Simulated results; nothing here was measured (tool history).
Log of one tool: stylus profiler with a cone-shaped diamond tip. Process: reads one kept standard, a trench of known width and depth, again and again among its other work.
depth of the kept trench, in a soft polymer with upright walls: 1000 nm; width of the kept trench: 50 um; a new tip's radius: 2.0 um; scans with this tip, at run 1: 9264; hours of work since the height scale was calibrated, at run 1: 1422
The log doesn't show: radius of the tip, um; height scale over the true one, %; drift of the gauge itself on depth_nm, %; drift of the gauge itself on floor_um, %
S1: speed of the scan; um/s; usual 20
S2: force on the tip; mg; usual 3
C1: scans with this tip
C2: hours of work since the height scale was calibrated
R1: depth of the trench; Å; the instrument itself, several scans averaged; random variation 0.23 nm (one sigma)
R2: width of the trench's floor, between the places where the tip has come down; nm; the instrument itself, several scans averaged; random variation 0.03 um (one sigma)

Run 1, hour 0: usual settings; C1 9264; C2 1422. Result: R1 10233.9 Å, R2 44820 nm.
Run 2, hour 50.3: usual settings but S2 1.89 mg; C1 9525; C2 1462. Result: R1 10183.6 Å, R2 44800 nm.
Run 3, hour 98.4: usual settings but S2 1.89 mg; C1 9774; C2 1500. Result: R1 10189.3 Å, R2 44740 nm.
Run 4, hour 155.6: usual settings but S2 1.89 mg; C1 10070; C2 1546. Result: R1 10183.9 Å, R2 44750 nm.
Run 5, hour 232.1: usual settings; C1 10466; C2 1607. Result: R1 10238.3 Å, R2 44690 nm.
Run 6, hour 272.3: usual settings; C1 10675; C2 1639. Result: R1 10239.6 Å, R2 44630 nm.
Run 7, hour 329.8: usual settings; C1 10972; C2 1684. Result: R1 10240 Å, R2 44640 nm.
Run 8, hour 412.2: usual settings but S1 58 um/s; C1 11399; C2 1750. Result: R1 10241.3 Å, R2 44410 nm.
Run 9, hour 480.4: usual settings but S1 58 um/s; C1 11753; C2 1804. Result: R1 10244.1 Å, R2 44350 nm.
Run 10, hour 559.7: usual settings but S1 58 um/s; C1 12163; C2 1867. Result: R1 10248.4 Å, R2 44290 nm.
Run 11, hour 602.8: usual settings but S1 58 um/s, S2 1.2 mg; C1 12386; C2 1901. Result: R1 10166.5 Å, R2 44110 nm.
At hour 639.4: new tip fitted, height scale calibrated.
Run 12, hour 681.1: usual settings but S1 58 um/s, S2 1.2 mg; C1 215; C2 33. Result: R1 10098.4 Å, R2 46040 nm.
Run 13, hour 734.2: usual settings but S1 6 um/s, S2 1.2 mg; C1 491; C2 75. Result: R1 10099.4 Å, R2 46340 nm.
Run 14, hour 796.5: usual settings; C1 813; C2 125. Result: R1 10187 Å, R2 46190 nm.
Run 15, hour 881.3: usual settings but S2 3.8 mg; C1 1252; C2 192. Result: R1 10220.9 Å, R2 46140 nm.
Run 16, hour 953.2: usual settings but S2 3.8 mg; C1 1624; C2 249. Result: R1 10225 Å, R2 46110 nm.
Run 17, hour 1013.7: usual settings but S2 1.94 mg; C1 1938; C2 298. Result: R1 10149.5 Å, R2 46000 nm.
Run 18, hour 1088.8: usual settings but S2 1.64 mg; C1 2327; C2 357. Result: R1 10134.3 Å, R2 45860 nm.
Run 19, hour 1165.3: usual settings; C1 2723; C2 418. Result: R1 10195.2 Å, R2 45890 nm.
Run 20, hour 1232.7: usual settings; C1 3072; C2 472. Result: R1 10196.9 Å, R2 45770 nm.
Run 21, hour 1304.9: usual settings; C1 3446; C2 529. Result: R1 10198.2 Å, R2 45800 nm.
Run 22, hour 1390.3: usual settings; C1 3888; C2 597. Result: R1 10208.7 Å, R2 45640 nm.
Run 23, hour 1426.2: usual settings but S2 1.11 mg; C1 4074; C2 625. Result: R1 10114.4 Å, R2 45620 nm.
Run 24, hour 1514.1: usual settings but S1 16 um/s, S2 5.52 mg; C1 4529; C2 695. Result: R1 10297.4 Å, R2 45660 nm.
Run 25, hour 1599.2: usual settings but S1 16 um/s, S2 5.52 mg; C1 4970; C2 763. Result: R1 10302.1 Å, R2 45500 nm.
Run 26, hour 1652.7: usual settings but S1 7 um/s, S2 5.52 mg; C1 5247; C2 805. Result: R1 10302.7 Å, R2 45500 nm.
Run 27, hour 1705.9: usual settings but S1 58 um/s, S2 1.1 mg; C1 5522; C2 848. Result: R1 10123.2 Å, R2 45050 nm.
Run 28, hour 1764.5: usual settings but S1 70 um/s, S2 1.06 mg; C1 5826; C2 894. Result: R1 10126.3 Å, R2 44930 nm.
Run 29, hour 1816.9: usual settings but S1 6 um/s, S2 5.84 mg; C1 6097; C2 936. Result: R1 10323.6 Å, R2 45370 nm.
Run 30, hour 1904.5: usual settings but S1 12 um/s, S2 3.43 mg; C1 6551; C2 1006. Result: R1 10233 Å, R2 45230 nm.
Run 31, hour 1955.9: usual settings but S1 30 um/s, S2 1.5 mg; C1 6817; C2 1046. Result: R1 10148 Å, R2 45130 nm.
Run 32, hour 2001.8: usual settings but S2 3.55 mg; C1 7055; C2 1083. Result: R1 10242.2 Å, R2 45170 nm.
Run 33, hour 2074.3: usual settings but S2 3.55 mg; C1 7430; C2 1141. Result: R1 10247.1 Å, R2 45120 nm.
Run 34, hour 2149.3: usual settings but S2 3.55 mg; C1 7819; C2 1200. Result: R1 10245.8 Å, R2 44980 nm.
Run 35, hour 2186.4: usual settings but S2 3.55 mg; C1 8011; C2 1230. Result: R1 10250.1 Å, R2 45040 nm.
Run 36, hour 2257: usual settings but S1 16 um/s, S2 4.95 mg; C1 8377; C2 1286. Result: R1 10302.3 Å, R2 44970 nm.
Run 37, hour 2303.4: usual settings but S1 9 um/s, S2 1.19 mg; C1 8617; C2 1323. Result: R1 10146.5 Å, R2 44960 nm.
Run 38, hour 2340.2: usual settings but S1 37 um/s, S2 3.25 mg; C1 8808; C2 1352. Result: R1 10239.8 Å, R2 44820 nm.
Run 39, hour 2420.1: usual settings but S1 13 um/s, S2 2.8 mg; C1 9221; C2 1415. Result: R1 10224.2 Å, R2 44850 nm.
Run 40, hour 2501.2: usual settings but S1 13 um/s, S2 2.8 mg; C1 9641; C2 1480. Result: R1 10229.6 Å, R2 44790 nm.
Run 41, hour 2578.7: usual settings but S1 7 um/s, S2 2.55 mg; C1 10042; C2 1542. Result: R1 10216.9 Å, R2 44770 nm.
Run 42, hour 2643.5: usual settings but S1 40 um/s, S2 2.69 mg; C1 10378; C2 1593. Result: R1 10229.4 Å, R2 44530 nm.
Run 43, hour 2711.5: usual settings but S1 10 um/s, S2 4.94 mg; C1 10730; C2 1647. Result: R1 10317 Å, R2 44680 nm.
Run 44, hour 2753.9: usual settings but S1 12 um/s, S2 7.8 mg; C1 10950; C2 1681. Result: R1 10407.2 Å, R2 44650 nm.
Run 45, hour 2824: usual settings but S1 58 um/s, S2 2.34 mg; C1 11313; C2 1737. Result: R1 10217.2 Å, R2 44350 nm.

Measured less the same run without the tool's hidden state. The same run-to-run variation is in both; the gauge's scatter may not be:
run     R1     R2
  1  +49.9  -1590
  2    +51  -1620
  3  +52.4  -1650
  4  +53.7  -1690
  5  +56.3  -1760
  6  +57.4  -1790
  7    +59  -1820
  8  +61.3  -1870
  9  +63.1  -1920
 10  +65.4  -1980
 11  +66.1  -2010
 12   +1.7   -110
 13   +3.1   -160
 14     +5   -230
 15   +7.5   -320
 16   +9.7   -380
 17  +11.4   -440
 18  +13.5   -510
 19  +15.8   -580
 20  +17.6   -640
 21  +19.7   -700
 22  +22.1   -780
 23    +23   -810
 24    +26   -900
 25  +28.3   -970
 26  +29.6  -1010
 27  +30.7  -1060
 28  +32.2  -1100
 29  +34.3  -1150
 30  +36.4  -1210
 31  +37.4  -1260
 32  +39.1  -1290
 33  +41.2  -1350
 34  +43.1  -1410
 35  +44.3  -1440
 36  +46.6  -1490
 37  +47.3  -1530
 38  +48.8  -1560
 39  +50.8  -1610
 40  +53.1  -1680
 41  +55.2  -1730
 42  +57.1  -1760
 43  +59.5  -1820
 44  +61.3  -1840
 45  +62.1  -1900

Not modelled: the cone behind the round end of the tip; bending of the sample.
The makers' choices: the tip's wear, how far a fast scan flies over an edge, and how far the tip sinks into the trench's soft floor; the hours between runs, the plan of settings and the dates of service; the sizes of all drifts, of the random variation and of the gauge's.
